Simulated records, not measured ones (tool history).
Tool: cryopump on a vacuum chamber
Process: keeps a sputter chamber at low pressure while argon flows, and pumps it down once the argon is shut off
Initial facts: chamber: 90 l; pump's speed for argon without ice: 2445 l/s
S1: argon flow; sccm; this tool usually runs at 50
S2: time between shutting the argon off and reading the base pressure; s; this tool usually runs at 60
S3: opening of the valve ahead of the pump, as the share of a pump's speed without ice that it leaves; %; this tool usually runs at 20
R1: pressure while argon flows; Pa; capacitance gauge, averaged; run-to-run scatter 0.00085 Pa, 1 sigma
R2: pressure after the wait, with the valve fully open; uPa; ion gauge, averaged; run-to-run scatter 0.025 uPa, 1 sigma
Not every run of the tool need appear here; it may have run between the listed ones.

run,hour,S1,S2,S3,R1,R2
1,0,50,60,20,0.1841,2.9
2,30.1,50,103,20,0.1848,2.59
3,55.8,50,103,20,0.186,2.69
4,77.7,50,103,20,0.188,2.6
5,100.6,50,103,20,0.1875,2.78
6,121.8,50,103,20,0.187,2.72
7,136.8,50,103,20,0.189,2.84
8,155.2,50,103,20,0.1901,2.96
9,177.8,50,60,20,0.1907,3.36
# hour 188.7: leaking fittings of the chamber tightened, without venting
10,197.6,22,60,20,0.0832,1.13
11,222.1,52,60,20,0.2003,1.11
# hour 243.2: pump warmed up, emptied and cooled again
12,243.2,50,60,44,0.0781,1.02
13,256.2,50,60,44,0.0797,1.08
14,269.1,50,60,44,0.0798,1.03
15,295.7,50,60,20,0.1733,1.05
16,308.1,50,60,36,0.0972,1.02
17,324.1,50,60,20,0.1748,1.02
18,337.9,38,22,37,0.074,2.62
19,365.4,38,22,37,0.0731,2.7
20,380.5,38,22,37,0.0727,2.65
21,407.6,27,22,36,0.0532,2.68
22,428.1,50,123,28,0.1274,0.64
23,453,50,123,28,0.1274,0.68
24,473.6,50,123,28,0.1296,0.69
25,503.2,50,123,28,0.1293,0.69
26,529.4,22,59,27,0.0582,1.18
27,553.5,44,60,20,0.1564,1.14
28,578.9,44,60,20,0.1589,1.23
29,598.6,24,193,20,0.0859,0.59
30,623,24,193,20,0.0879,0.58
31,636.8,50,31,20,0.1812,2.06
32,654.5,50,31,20,0.1835,2.04
33,678,50,31,20,0.182,2.05

The logged runs with the hidden state left out (each run's random variation unchanged):
Hidden conditions of the tool in this case: pump's speed, % of a pump's without ice; cold plate's temperature, K; leak into the chamber, uPa l/s; drift of the gauge itself on working_pa, %; drift of the gauge itself on base_upa, %.
run,R1,R2
1,0.1726,1.01
2,0.1722,0.63
3,0.1727,0.66
4,0.1737,0.61
5,0.1725,0.65
6,0.1714,0.6
7,0.1727,0.64
8,0.173,0.68
9,0.1728,1.02
10,0.075,1.04
11,0.1799,1.01
12,0.0777,1
13,0.0791,1.05
14,0.079,1
15,0.172,1
16,0.0956,0.97
17,0.173,0.97
18,0.0723,2.56
19,0.0711,2.62
20,0.0705,2.57
21,0.0513,2.58
22,0.1235,0.53
23,0.1229,0.57
24,0.1245,0.57
25,0.1235,0.54
26,0.0554,1.03
27,0.1503,0.97
28,0.1522,1.05
29,0.082,0.4
30,0.0837,0.38
31,0.1721,1.85
32,0.1738,1.82
33,0.1717,1.81
